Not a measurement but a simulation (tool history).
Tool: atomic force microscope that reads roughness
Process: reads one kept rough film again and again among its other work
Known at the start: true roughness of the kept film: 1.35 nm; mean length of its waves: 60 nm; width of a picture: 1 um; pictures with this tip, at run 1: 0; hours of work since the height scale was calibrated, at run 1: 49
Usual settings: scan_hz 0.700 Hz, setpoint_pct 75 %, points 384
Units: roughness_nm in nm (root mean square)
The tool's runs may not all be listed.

run,hour,scan_hz,setpoint_pct,points,pictures with this tip,hours of work since the height scale was calibrated,roughness_nm
1,0.0,0.700,75,384,0,49,1.280
2,16.2,0.700,75,384,21,57,1.278
3,34.0,0.700,75,384,44,66,1.277
4,64.9,1.493,75,384,84,82,1.217
5,88.9,1.493,63,384,114,94,1.268
6,118.6,1.493,63,384,153,109,1.266
7,147.7,1.493,63,399,190,123,1.263
8,177.4,1.493,63,399,228,138,1.259
9,201.0,0.907,63,399,258,150,1.277
10,216.7,0.907,63,399,279,158,1.275
11,238.6,0.907,63,399,307,169,1.276
# hour 258.4: new tip fitted
12,263.2,0.700,75,411,6,181,1.282
13,284.2,0.700,75,411,33,192,1.278
14,314.2,0.700,75,411,71,207,1.274
15,340.6,2.000,75,384,105,220,1.180
16,371.2,0.700,75,384,145,235,1.266
17,401.3,0.700,75,384,183,251,1.263
18,421.6,0.700,75,384,209,261,1.261
19,445.4,0.700,75,384,240,273,1.258
20,461.7,0.700,75,384,261,281,1.255
21,481.3,0.700,75,384,286,291,1.256
22,498.1,0.700,86,384,308,299,1.216
# hour 514.8: new tip fitted
23,522.6,0.700,75,384,10,311,1.279
24,540.5,0.700,75,703,33,320,1.275
25,564.7,0.700,75,703,64,332,1.276
26,580.6,0.700,75,384,84,340,1.273
27,609.5,0.700,75,384,121,355,1.266
28,635.3,0.830,75,390,154,368,1.256
29,651.0,0.830,75,390,175,376,1.256
30,682.6,2.480,69,384,215,392,1.184
31,701.8,0.778,75,384,240,401,1.251
32,733.7,3.820,75,384,281,417,1.064
33,761.2,0.641,67,864,316,431,1.270
# hour 771.5: new tip fitted
34,791.6,0.641,67,864,26,446,1.301
35,825.2,0.641,67,864,69,463,1.294

Run 36 comes next. What will it give?
36,848.3,0.641,67,864,99,475,?

roughness_nm: 1.292 nm (root mean square)
Without the tool's hidden state the same run would have given roughness_nm 1.302 nm (root mean square).

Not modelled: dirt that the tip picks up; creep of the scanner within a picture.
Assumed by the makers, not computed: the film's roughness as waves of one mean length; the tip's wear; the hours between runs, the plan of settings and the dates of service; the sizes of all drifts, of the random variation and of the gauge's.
